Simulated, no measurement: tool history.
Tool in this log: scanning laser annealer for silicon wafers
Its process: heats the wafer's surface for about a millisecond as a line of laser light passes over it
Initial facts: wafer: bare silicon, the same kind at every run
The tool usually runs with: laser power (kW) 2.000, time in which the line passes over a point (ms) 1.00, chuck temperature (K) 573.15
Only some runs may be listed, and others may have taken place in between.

| run | hour | laser power (kW) | time in which the line passes over a point (ms) | chuck temperature (K) | highest temperature of the surface (K) |
|---|---|---|---|---|---|
| 1 | 0.0 | 2.000 | 1.00 | 573.15 | 1415.15 |
| 2 | 6.7 | 2.000 | 1.00 | 573.15 | 1410.15 |
| 3 | 11.1 | 2.000 | 1.00 | 573.15 | 1411.15 |
| 4 | 20.0 | 2.000 | 1.00 | 573.15 | 1409.15 |
| 5 | 26.9 | 1.998 | 1.00 | 573.15 | 1408.15 |
| 6 | 34.9 | 1.998 | 1.00 | 573.15 | 1406.15 |
| 7 | 40.2 | 1.998 | 1.00 | 573.15 | 1403.15 |
| 8 | 46.9 | 1.998 | 1.00 | 573.15 | 1403.15 |
| 9 | 54.2 | 2.000 | 1.00 | 573.15 | 1408.15 |
| 10 | 59.3 | 2.000 | 1.00 | 573.15 | 1404.15 |
| 11 | 63.8 | 2.000 | 1.00 | 573.15 | 1406.15 |
| 12 | 70.8 | 2.000 | 0.86 | 573.15 | 1348.15 |
| 13 | 78.4 | 1.736 | 1.20 | 573.15 | 1352.15 |
| 14 | 83.9 | 1.736 | 1.20 | 573.15 | 1356.15 |
| 15 | 92.1 | 1.736 | 0.93 | 541.15 | 1239.15 |
| 16 | 98.0 | 2.089 | 0.81 | 598.15 | 1388.15 |
| 17 | 102.7 | 1.717 | 0.92 | 610.15 | 1296.15 |
| 18 | 109.5 | 1.736 | 1.21 | 538.15 | 1319.15 |
| 19 | 115.3 | 1.736 | 1.21 | 538.15 | 1318.15 |
| 20 | 120.4 | 1.923 | 0.73 | 578.15 | 1271.15 |

What if the next run were any one of these 5? Each begins from the tool's condition after run 20:
| A | 129.4 | 1.814 | 0.73 | 585.15 | ? |
| B | 129.4 | 2.000 | 0.75 | 570.15 | ? |
| C | 129.4 | 1.881 | 0.76 | 573.15 | ? |
| D | 129.4 | 1.719 | 0.72 | 565.15 | ? |
| E | 129.4 | 1.903 | 0.87 | 573.15 | ? |

| run | highest temperature of the surface (K) |
|---|---|
| A | 1238.15 |
| B | 1299.15 |
| C | 1263.15 |
| D | 1179.15 |
| E | 1312.15 |
What these runs would have given with no unlogged condition in the tool:
| run | highest temperature of the surface (K) |
|---|---|
| A | 1256.15 |
| B | 1318.15 |
| C | 1282.15 |
| D | 1196.15 |
| E | 1331.15 |
